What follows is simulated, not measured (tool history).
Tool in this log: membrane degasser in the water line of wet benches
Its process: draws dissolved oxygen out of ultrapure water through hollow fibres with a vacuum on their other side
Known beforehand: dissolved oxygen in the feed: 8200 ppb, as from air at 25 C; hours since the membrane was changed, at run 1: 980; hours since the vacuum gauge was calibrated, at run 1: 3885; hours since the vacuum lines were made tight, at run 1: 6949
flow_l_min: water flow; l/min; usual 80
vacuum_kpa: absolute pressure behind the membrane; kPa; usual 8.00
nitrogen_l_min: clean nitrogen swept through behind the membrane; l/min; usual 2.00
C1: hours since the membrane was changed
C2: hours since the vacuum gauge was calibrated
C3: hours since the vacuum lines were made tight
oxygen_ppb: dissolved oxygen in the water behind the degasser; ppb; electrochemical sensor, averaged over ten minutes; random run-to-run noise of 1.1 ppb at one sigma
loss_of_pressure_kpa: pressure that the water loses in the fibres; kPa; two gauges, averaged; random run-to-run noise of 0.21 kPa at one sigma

Run 1, hour 0.0: usual settings; C1 980; C2 3885; C3 6949. Result: oxygen_ppb 387.6 ppb, loss_of_pressure_kpa 48.55 kPa.
Run 2, hour 46.6: usual settings; C1 1027; C2 3932; C3 6996. Result: oxygen_ppb 387.6 ppb, loss_of_pressure_kpa 48.58 kPa.
Run 3, hour 92.2: usual settings; C1 1072; C2 3978; C3 7041. Result: oxygen_ppb 388.6 ppb, loss_of_pressure_kpa 48.67 kPa.
Run 4, hour 196.9: usual settings; C1 1177; C2 4082; C3 7146. Result: oxygen_ppb 389.8 ppb, loss_of_pressure_kpa 48.43 kPa.
Run 5, hour 254.8: usual settings; C1 1235; C2 4140; C3 7204. Result: oxygen_ppb 389.4 ppb, loss_of_pressure_kpa 48.41 kPa.
Run 6, hour 349.9: usual settings; C1 1330; C2 4235; C3 7299. Result: oxygen_ppb 389.9 ppb, loss_of_pressure_kpa 48.75 kPa.
Run 7, hour 436.7: usual settings but nitrogen_l_min 4.32 l/min; C1 1417; C2 4322; C3 7386. Result: oxygen_ppb 209.7 ppb, loss_of_pressure_kpa 49.24 kPa.
Run 8, hour 521.8: usual settings but nitrogen_l_min 4.32 l/min; C1 1502; C2 4407; C3 7471. Result: oxygen_ppb 209.4 ppb, loss_of_pressure_kpa 48.65 kPa.
Run 9, hour 616.3: usual settings; C1 1596; C2 4502; C3 7565. Result: oxygen_ppb 388.9 ppb, loss_of_pressure_kpa 48.58 kPa.
Run 10, hour 679.0: usual settings; C1 1659; C2 4564; C3 7628. Result: oxygen_ppb 388.9 ppb, loss_of_pressure_kpa 48.81 kPa.
Run 11, hour 755.8: usual settings but flow_l_min 100 l/min, nitrogen_l_min 2.95 l/min; C1 1736; C2 4641; C3 7705. Result: oxygen_ppb 357.2 ppb, loss_of_pressure_kpa 60.75 kPa.
Run 12, hour 851.9: usual settings but flow_l_min 73 l/min, vacuum_kpa 19.78 kPa, nitrogen_l_min 2.84 l/min; C1 1832; C2 4737; C3 7801. Result: oxygen_ppb 854.1 ppb, loss_of_pressure_kpa 44.54 kPa.
Run 13, hour 932.0: usual settings but flow_l_min 127 l/min; C1 1912; C2 4817; C3 7881. Result: oxygen_ppb 589.1 ppb, loss_of_pressure_kpa 77.67 kPa.
Run 14, hour 995.0: usual settings but flow_l_min 127 l/min; C1 1975; C2 4880; C3 7944. Result: oxygen_ppb 587.8 ppb, loss_of_pressure_kpa 77.57 kPa.
Run 15, hour 1045.2: usual settings but flow_l_min 127 l/min; C1 2025; C2 4931; C3 7994. Result: oxygen_ppb 594.4 ppb, loss_of_pressure_kpa 77.24 kPa.
Run 16, hour 1104.4: usual settings but flow_l_min 93 l/min, vacuum_kpa 6.00 kPa; C1 2085; C2 4990; C3 8053. Result: oxygen_ppb 278.3 ppb, loss_of_pressure_kpa 56.65 kPa.
Run 17, hour 1182.9: usual settings but vacuum_kpa 4.85 kPa, nitrogen_l_min 2.59 l/min; C1 2163; C2 5068; C3 8132. Result: oxygen_ppb 125.4 ppb, loss_of_pressure_kpa 49.19 kPa.
Run 18, hour 1276.5: usual settings but vacuum_kpa 11.93 kPa, nitrogen_l_min 1.11 l/min; C1 2257; C2 5162; C3 8226. Result: oxygen_ppb 1012.0 ppb, loss_of_pressure_kpa 48.67 kPa.
Run 19, hour 1350.8: usual settings but flow_l_min 91 l/min, vacuum_kpa 10.71 kPa, nitrogen_l_min 4.03 l/min; C1 2331; C2 5236; C3 8300. Result: oxygen_ppb 382.2 ppb, loss_of_pressure_kpa 55.65 kPa.

For each run, the measured value with the value that run would have given without the tool's hidden condition subtracted. The run-to-run variation is shared by both, the gauge scatter possibly not:
What the log doesn't record here: membrane still open, %; true pressure behind the membrane over the reading, kPa; air that leaks in behind the membrane, l/min; drift of the gauge itself on oxygen_ppb, %; drift of the gauge itself on loss_of_pressure_kpa, %.
run  oxygen_ppb  loss_of_pressure_kpa
  1       +11.4                 +0.26
  2       +11.5                 +0.27
  3       +11.7                 +0.28
  4       +12.1                 +0.31
  5       +12.3                 +0.32
  6       +12.6                 +0.35
  7        +8.0                 +0.37
  8        +8.1                 +0.38
  9       +13.4                 +0.41
 10       +13.7                 +0.43
 11       +13.2                 +0.56
 12       +12.7                 +0.44
 13       +20.4                 +0.80
 14       +20.6                 +0.82
 15       +21.2                 +0.85
 16       +17.4                 +0.63
 17       +13.2                 +0.57
 18       +16.7                 +0.60
 19       +11.8                 +0.71
